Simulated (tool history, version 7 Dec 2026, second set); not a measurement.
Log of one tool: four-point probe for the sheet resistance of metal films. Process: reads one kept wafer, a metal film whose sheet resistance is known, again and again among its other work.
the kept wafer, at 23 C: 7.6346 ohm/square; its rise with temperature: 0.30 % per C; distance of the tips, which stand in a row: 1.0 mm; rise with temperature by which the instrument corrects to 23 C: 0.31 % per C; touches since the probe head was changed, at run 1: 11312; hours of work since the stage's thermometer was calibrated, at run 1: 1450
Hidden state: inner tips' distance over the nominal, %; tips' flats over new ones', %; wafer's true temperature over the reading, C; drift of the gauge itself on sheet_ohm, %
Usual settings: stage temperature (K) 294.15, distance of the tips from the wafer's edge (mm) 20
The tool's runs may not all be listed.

run,hour,stage temperature (K),distance of the tips from the wafer's edge (mm),touches since the probe head was changed,hours of work since the stage's thermometer was calibrated,sheet resistance as the instrument gives it (ohm/square)
1,0.0,294.15,20,11312,1450,7.632887
2,15.5,294.15,20,12115,1461,7.632144
3,32.2,294.15,20,12976,1472,7.635382
4,47.2,294.15,3,13753,1483,8.049086
5,59.5,294.15,3,14389,1492,8.048882
6,69.7,294.15,3,14917,1499,8.051318
7,85.6,294.15,3,15739,1510,8.048853
8,97.7,294.15,3,16365,1519,8.050991
9,109.8,294.15,19,16990,1528,7.633191
10,118.4,293.15,19,17436,1534,7.632644
11,130.9,293.15,19,18080,1543,7.635003
12,141.7,294.15,20,18640,1550,7.630280
13,149.4,301.15,15,19037,1556,7.633885
14,159.2,299.15,6,19545,1563,7.733290
# hour 160.8: stage's thermometer calibrated
15,169.2,294.15,13,20037,6,7.645219
16,185.8,306.15,7,20892,18,7.694965
17,196.2,306.15,7,21433,25,7.694961
18,213.5,301.15,48,22327,38,7.617692
# hour 215.3: stage's thermometer calibrated, once more
19,225.9,293.15,7,22941,8,7.694722
20,241.4,293.15,7,23740,19,7.691384
21,253.7,292.15,10,24379,27,7.648621
22,263.6,306.15,5,24888,34,7.764480
23,275.3,306.15,5,25498,43,7.758459

Forecast each of these 3 alternatives for the next run:
A,287.8,294.15,9,26140,52,?
B,287.8,296.15,59,26140,52,?
C,287.8,296.15,5,26140,52,?

run,sheet resistance as the instrument gives it (ohm/square)
A,7.662530
B,7.603296
C,7.769851
Without the tool's hidden state the same runs would have given:
run,sheet resistance as the instrument gives it (ohm/square)
A,7.689979
B,7.630562
C,7.797664
